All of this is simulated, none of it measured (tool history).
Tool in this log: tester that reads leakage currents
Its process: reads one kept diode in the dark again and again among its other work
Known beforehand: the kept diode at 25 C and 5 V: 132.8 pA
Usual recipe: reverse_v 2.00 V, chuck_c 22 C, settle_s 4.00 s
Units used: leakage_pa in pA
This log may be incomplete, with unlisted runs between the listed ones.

| run | hour | reverse_v | chuck_c | settle_s | leakage_pa |
|---|---|---|---|---|---|
| 1 | 0.0 | 2.00 | 22 | 4.00 | 76.17 |
| 2 | 174.5 | 2.00 | 22 | 4.00 | 77.19 |
| 3 | 298.3 | 2.00 | 22 | 4.00 | 77.92 |
| 4 | 543.4 | 10.43 | 22 | 4.00 | 150.43 |
| 5 | 672.0 | 10.43 | 22 | 4.00 | 151.82 |
| 6 | 898.1 | 10.43 | 22 | 9.60 | 146.37 |
| 7 | 1037.3 | 2.00 | 45 | 4.00 | 537.29 |
| 8 | 1143.1 | 2.00 | 45 | 4.00 | 541.20 |
| 9 | 1273.1 | 2.00 | 45 | 4.00 | 546.73 |
| 10 | 1394.6 | 2.00 | 45 | 4.00 | 541.38 |
| 11 | 1582.7 | 4.59 | 22 | 4.00 | 109.99 |
| 12 | 1753.4 | 2.00 | 22 | 4.00 | 81.27 |
| 13 | 1914.8 | 2.00 | 22 | 1.60 | 76.43 |
| 14 | 2137.2 | 1.53 | 22 | 4.00 | 69.85 |
| 15 | 2369.3 | 2.00 | 22 | 5.40 | 78.82 |
| 16 | 2586.6 | 2.00 | 21 | 4.00 | 73.43 |
| 17 | 2692.3 | 2.00 | 21 | 4.00 | 74.53 |
| 18 | 2809.9 | 2.00 | 22 | 4.00 | 82.29 |
| 19 | 2997.1 | 2.00 | 22 | 4.00 | 77.18 |
| 20 | 3253.9 | 2.00 | 22 | 4.00 | 78.67 |
| 21 | 3513.2 | 10.05 | 39 | 0.40 | 592.54 |
| 22 | 3711.1 | 1.99 | 20 | 4.00 | 64.57 |
| 23 | 3887.5 | 1.99 | 20 | 4.00 | 65.50 |
| 24 | 3999.3 | 11.82 | 20 | 0.63 | 126.34 |
| 25 | 4144.4 | 11.82 | 20 | 0.63 | 128.33 |
| 26 | 4295.1 | 2.00 | 32 | 7.76 | 187.93 |
| 27 | 4456.0 | 2.00 | 32 | 7.76 | 190.64 |
| 28 | 4577.7 | 1.52 | 49 | 5.78 | 683.34 |
| 29 | 4828.0 | 14.55 | 48 | 4.46 | 1432.94 |
| 30 | 5071.1 | 14.55 | 48 | 4.46 | 1333.67 |
| 31 | 5268.0 | 14.55 | 48 | 4.46 | 1353.54 |
| 32 | 5408.3 | 6.88 | 53 | 0.44 | 1535.41 |
| 33 | 5540.0 | 6.88 | 53 | 0.44 | 1553.57 |
| 34 | 5681.5 | 6.88 | 53 | 0.44 | 1561.95 |
| 35 | 5843.9 | 2.00 | 42 | 0.67 | 434.29 |
| 36 | 6092.6 | 2.00 | 42 | 0.67 | 416.96 |
| 37 | 6346.3 | 4.32 | 55 | 0.52 | 1510.84 |
| 38 | 6462.4 | 4.32 | 55 | 0.52 | 1526.06 |

Missing from the log above: 10 entries noted between runs. For each, name the pair of listed runs it sits between and say how the tool's hidden condition differs from the listed run just before to the listed run just after:
Between runs 5 and 6: tester calibrated (hour 708.1); chuck's temperature calibrated (hour 852.2)
  stray current of the dirty probe card, pA a volt: 1.159 -> 1.237; current scale over the true one, %: 1.18 -> 2.07; true chuck temperature over the reading, C: 0.53 -> 0.02
  difference, measured minus the result without the unlogged condition, leakage_pa: +20.11 -> +15.81 pA
Between runs 9 and 10: tester calibrated, once more (hour 1378.0)
  stray current of the dirty probe card, pA a volt: 1.371 -> 1.412; current scale over the true one, %: 2.2 -> 0.02; true chuck temperature over the reading, C: 0.31 -> 0.4
  difference, measured minus the result without the unlogged condition, leakage_pa: +27.42 -> +19.73 pA
Between runs 12 and 13: chuck's temperature calibrated (hour 1880.5)
  stray current of the dirty probe card, pA a volt: 1.543 -> 1.595; current scale over the true one, %: 0.16 -> 0.21; true chuck temperature over the reading, C: 0.67 -> -0.12
  difference, measured minus the result without the unlogged condition, leakage_pa: +7.81 -> +2.48 pA
Between runs 18 and 19: chuck's temperature calibrated (hour 2905.5)
  stray current of the dirty probe card, pA a volt: 1.93 -> 2.006; current scale over the true one, %: 0.52 -> 0.58; true chuck temperature over the reading, C: 0.59 -> -0.09
  difference, measured minus the result without the unlogged condition, leakage_pa: +8.33 -> +3.79 pA
Between runs 20 and 21: probe card cleaned and baked (hour 3364.1)
  stray current of the dirty probe card, pA a volt: 2.108 -> 0.084; current scale over the true one, %: 0.67 -> 0.77; true chuck temperature over the reading, C: 0.1 -> 0.31
  difference, measured minus the result without the unlogged condition, leakage_pa: +5.37 -> +19.57 pA
Between runs 23 and 24: chuck's temperature calibrated (hour 3925.1)
  stray current of the dirty probe card, pA a volt: 0.223 -> 0.263; current scale over the true one, %: 0.9 -> 0.95; true chuck temperature over the reading, C: 0.58 -> 0.22
  difference, measured minus the result without the unlogged condition, leakage_pa: +4.38 -> +6.45 pA
Between runs 29 and 30: chuck's temperature calibrated (hour 4946.8); tester calibrated (hour 5004.9)
  stray current of the dirty probe card, pA a volt: 0.563 -> 0.647; current scale over the true one, %: 1.24 -> 0.16; true chuck temperature over the reading, C: 0.86 -> 0.06
  difference, measured minus the result without the unlogged condition, leakage_pa: +116.09 -> +16.93 pA
Between runs 35 and 36: chuck's temperature calibrated (hour 5972.5)
  stray current of the dirty probe card, pA a volt: 0.946 -> 1.027; current scale over the true one, %: 0.42 -> 0.5; true chuck temperature over the reading, C: 0.69 -> 0.08
  difference, measured minus the result without the unlogged condition, leakage_pa: +26.67 -> +6.70 pA
